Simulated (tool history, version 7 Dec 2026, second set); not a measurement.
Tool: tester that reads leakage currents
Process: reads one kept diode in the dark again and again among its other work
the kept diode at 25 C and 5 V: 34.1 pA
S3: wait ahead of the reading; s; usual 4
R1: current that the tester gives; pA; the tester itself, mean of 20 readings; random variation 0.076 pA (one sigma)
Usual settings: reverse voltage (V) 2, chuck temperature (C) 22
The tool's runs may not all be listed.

Run 1, hour 0: usual settings. Result: R1 19.13 pA.
Run 2, hour 125.4: usual settings. Result: R1 19.08 pA.
Run 3, hour 314.8: usual settings. Result: R1 19.21 pA.
Run 4, hour 431.9: usual settings but reverse voltage (V) 5.97. Result: R1 28.3 pA.
Run 5, hour 606.1: usual settings but reverse voltage (V) 14.52. Result: R1 39.55 pA.
Run 6, hour 743.6: usual settings. Result: R1 19.15 pA.
Run 7, hour 919.3: usual settings but reverse voltage (V) 1.5, chuck temperature (C) 42, S3 1.49 s. Result: R1 90.92 pA.
Run 8, hour 1046.5: usual settings but reverse voltage (V) 1.5, chuck temperature (C) 42, S3 1.49 s. Result: R1 90.8 pA.
Run 9, hour 1141.1: usual settings but reverse voltage (V) 1.5, chuck temperature (C) 42, S3 1.49 s. Result: R1 91.09 pA.
Run 10, hour 1286.9: usual settings but reverse voltage (V) 19.16, chuck temperature (C) 23, S3 1.49 s. Result: R1 50.43 pA.
Run 11, hour 1407.5: usual settings but reverse voltage (V) 19.16, chuck temperature (C) 23, S3 3.11 s. Result: R1 48.24 pA.

Not shown: 1 entry that the log had between the listed runs. Between which runs, and how does the tool's hidden state differ before and after?
Between runs 6 and 7: tester calibrated (hour 819.2)
  current scale over the true one, %: -0.02 -> 0
  measured less the result without the state, R1: -0.02 -> -0.08 pA

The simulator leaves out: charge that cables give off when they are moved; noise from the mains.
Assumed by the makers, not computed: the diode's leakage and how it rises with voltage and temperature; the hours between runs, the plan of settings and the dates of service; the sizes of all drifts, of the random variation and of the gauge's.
